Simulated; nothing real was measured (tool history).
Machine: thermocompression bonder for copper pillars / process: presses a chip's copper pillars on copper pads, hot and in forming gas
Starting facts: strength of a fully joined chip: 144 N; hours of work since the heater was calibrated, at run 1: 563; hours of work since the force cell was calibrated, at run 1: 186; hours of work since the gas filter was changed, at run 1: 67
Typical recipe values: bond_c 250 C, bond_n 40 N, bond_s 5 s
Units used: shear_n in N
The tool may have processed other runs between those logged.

run	hour	bond_c	bond_n	bond_s	hours of work since the heater was calibrated	hours of work since the force cell was calibrated	hours of work since the gas filter was changed	shear_n
1	0.0	250	40	5	563	186	67	75.0
2	9.1	250	40	5	567	189	71	75.3
3	14.3	271	40	5	569	192	73	95.7
4	22.9	271	40	5	572	195	77	96.3
5	34.6	271	40	5	577	200	81	96.1
6	45.9	271	27	5	582	204	86	76.8
7	57.2	250	40	5	586	209	91	72.1
8	69.1	250	32	5	591	214	95	63.0
9	77.9	250	32	5	595	218	99	62.8
10	82.8	250	40	5	597	220	101	70.5
11	92.0	250	40	10	601	223	105	89.6
12	100.0	250	40	10	604	227	108	87.0
13	106.2	250	40	10	607	229	111	87.0
14	118.3	250	40	10	611	234	116	87.6
# hour 121.1: forming gas filter changed
15	124.8	250	40	5	614	237	1	80.7
16	132.8	250	40	5	617	240	5	76.5
17	138.9	250	40	5	620	242	7	78.5
18	144.6	250	40	5	622	245	10	77.9
19	151.1	250	40	5	625	247	12	78.1
20	161.5	250	40	5	629	252	17	77.1
21	171.2	264	37	8	633	256	21	100.8
22	177.5	264	26	11	636	258	23	93.2
23	182.4	237	31	9	638	260	25	65.0
24	188.2	237	31	9	640	263	27	66.2
# hour 190.2: force cell calibrated
25	199.7	275	32	7	644	4	32	99.8
26	208.5	275	36	7	648	7	35	106.8
27	214.9	275	36	7	650	10	38	105.5
28	226.0	226	31	3	655	15	42	33.7
29	231.2	250	31	5	657	17	44	64.5
30	241.4	235	52	14	661	21	49	97.5
# hour 248.0: force cell calibrated, once more
31	252.5	244	47	5	665	2	53	76.2
32	260.9	242	28	9	668	5	56	64.7
33	269.5	242	28	9	672	9	60	65.0
34	277.3	250	25	7	675	12	63	61.8
35	285.4	250	25	7	678	15	66	60.7
36	295.6	253	43	3	683	19	70	69.5
37	306.2	254	33	4	687	24	75	64.0
38	313.7	234	54	4	690	27	78	64.1
39	322.4	257	40	6	694	30	81	86.7

3 ways to go on from here, each from the tool as it stands after run 39. What would each give?
A	330.4	276	26	6	697	34	84	?
B	330.4	250	39	7	697	34	84	?
C	330.4	234	40	6	697	34	84	?

run	shear_n
A	83.6
B	79.9
C	60.4
What these runs would have given with no unlogged condition in the tool:
run	shear_n
A	95.1
B	91.6
C	70.8
